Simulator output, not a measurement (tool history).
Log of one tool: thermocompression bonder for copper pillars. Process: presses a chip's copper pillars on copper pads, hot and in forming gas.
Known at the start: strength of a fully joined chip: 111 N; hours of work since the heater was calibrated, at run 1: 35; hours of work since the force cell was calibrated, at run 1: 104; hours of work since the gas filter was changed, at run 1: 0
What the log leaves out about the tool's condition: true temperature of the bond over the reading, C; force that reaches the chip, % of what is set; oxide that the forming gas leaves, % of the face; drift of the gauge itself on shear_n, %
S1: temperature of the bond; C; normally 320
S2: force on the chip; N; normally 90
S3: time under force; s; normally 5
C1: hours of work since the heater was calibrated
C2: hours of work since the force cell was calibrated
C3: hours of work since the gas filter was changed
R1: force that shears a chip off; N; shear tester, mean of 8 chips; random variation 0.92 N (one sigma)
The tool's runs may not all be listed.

run 1 day=0.000 | S1=320 S2=90 S3=5 | C1=35 C2=104 C3=0 | R1=76.1
run 2 day=1.846 | S1=320 S2=90 S3=5 | C1=52 C2=122 C3=18 | R1=75.3
run 3 day=3.408 | S1=320 S2=109 S3=5 | C1=68 C2=137 C3=33 | R1=86.0
run 4 day=5.100 | S1=320 S2=109 S3=5 | C1=84 C2=153 C3=49 | R1=83.7
run 5 day=7.738 | S1=320 S2=109 S3=5 | C1=109 C2=179 C3=75 | R1=83.1
run 6 day=9.867 | S1=320 S2=90 S3=7 | C1=130 C2=199 C3=95 | R1=79.1
run 7 day=12.308 | S1=320 S2=90 S3=5 | C1=154 C2=223 C3=119 | R1=73.1

What does the tool deliver on the next run?
run 8 day=14.862 | S1=320 S2=90 S3=5 | C1=178 C2=248 C3=144 | R1=?

{"run 8": {"R1": 71.4}}
Had the tool carried no hidden state, the very same run would have given R1 77.1 N.
